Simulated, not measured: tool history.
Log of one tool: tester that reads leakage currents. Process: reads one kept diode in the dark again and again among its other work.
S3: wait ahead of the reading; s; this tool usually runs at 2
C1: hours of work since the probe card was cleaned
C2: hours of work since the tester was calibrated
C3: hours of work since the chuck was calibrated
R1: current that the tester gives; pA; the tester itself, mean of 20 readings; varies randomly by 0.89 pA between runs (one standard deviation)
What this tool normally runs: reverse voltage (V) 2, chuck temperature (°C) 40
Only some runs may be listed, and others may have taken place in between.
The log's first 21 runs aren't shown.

{"run": 22, "hour": 1778.1, "reverse voltage (V)": 3.94, "chuck temperature (°C)": 40, "S3": 2, "C1": 2521, "C2": 3058, "C3": 318, "R1": 418.89}
{"run": 23, "hour": 1840.0, "reverse voltage (V)": 17.78, "chuck temperature (°C)": 46, "S3": 7.43, "C1": 2557, "C2": 3095, "C3": 355, "R1": 1525.22}
{"run": 24, "hour": 1933.3, "reverse voltage (V)": 17.78, "chuck temperature (°C)": 46, "S3": 7.43, "C1": 2611, "C2": 3149, "C3": 409, "R1": 1527.32}
{"run": 25, "hour": 2029.8, "reverse voltage (V)": 17.12, "chuck temperature (°C)": 34, "S3": 1.94, "C1": 2668, "C2": 3206, "C3": 466, "R1": 519.69}
{"hour": 2056.2, "done": "tester calibrated"}
{"run": 26, "hour": 2142.3, "reverse voltage (V)": 1.52, "chuck temperature (°C)": 28, "S3": 4.69, "C1": 2733, "C2": 50, "C3": 531, "R1": 85.74}
{"run": 27, "hour": 2239.7, "reverse voltage (V)": 10.68, "chuck temperature (°C)": 21, "S3": 0.73, "C1": 2790, "C2": 107, "C3": 588, "R1": 120.25}
{"run": 28, "hour": 2342.7, "reverse voltage (V)": 2, "chuck temperature (°C)": 31, "S3": 3.28, "C1": 2850, "C2": 168, "C3": 648, "R1": 130.9}
{"run": 29, "hour": 2454.3, "reverse voltage (V)": 8.29, "chuck temperature (°C)": 49, "S3": 2, "C1": 2915, "C2": 233, "C3": 713, "R1": 1329.03}
{"run": 30, "hour": 2525.4, "reverse voltage (V)": 1.86, "chuck temperature (°C)": 59, "S3": 5.84, "C1": 2957, "C2": 275, "C3": 755, "R1": 1390.94}
{"run": 31, "hour": 2611.5, "reverse voltage (V)": 1.15, "chuck temperature (°C)": 35, "S3": 2, "C1": 3007, "C2": 325, "C3": 805, "R1": 142.23}
{"run": 32, "hour": 2695.9, "reverse voltage (V)": 2.18, "chuck temperature (°C)": 32, "S3": 7.96, "C1": 3057, "C2": 375, "C3": 855, "R1": 150.77}
{"run": 33, "hour": 2743.0, "reverse voltage (V)": 2.18, "chuck temperature (°C)": 32, "S3": 7.96, "C1": 3084, "C2": 402, "C3": 882, "R1": 150.17}
{"run": 34, "hour": 2793.4, "reverse voltage (V)": 2.18, "chuck temperature (°C)": 52, "S3": 7.96, "C1": 3114, "C2": 432, "C3": 912, "R1": 855.71}

4 ways to go on from here, each from the tool as it stands after run 34. What would each give?
{"run": "A", "hour": 2868.6, "reverse voltage (V)": 2, "chuck temperature (°C)": 22, "S3": 0.38, "C1": 3158, "C2": 476, "C3": 956, "R1": "?"}
{"run": "B", "hour": 2868.6, "reverse voltage (V)": 2.18, "chuck temperature (°C)": 42, "S3": 7.96, "C1": 3158, "C2": 476, "C3": 956, "R1": "?"}
{"run": "C", "hour": 2868.6, "reverse voltage (V)": 1.38, "chuck temperature (°C)": 40, "S3": 2, "C1": 3158, "C2": 476, "C3": 956, "R1": "?"}
{"run": "D", "hour": 2868.6, "reverse voltage (V)": 2.18, "chuck temperature (°C)": 35, "S3": 7.96, "C1": 3158, "C2": 476, "C3": 956, "R1": "?"}

run=A R1=55.89
run=B R1=368.43
run=C R1=244.59
run=D R1=197.75
The same runs, with their run-to-run variation unchanged, on a tool lacking any hidden condition would have given:
run=A R1=55.8
run=B R1=368
run=C R1=244.3
run=D R1=197.5

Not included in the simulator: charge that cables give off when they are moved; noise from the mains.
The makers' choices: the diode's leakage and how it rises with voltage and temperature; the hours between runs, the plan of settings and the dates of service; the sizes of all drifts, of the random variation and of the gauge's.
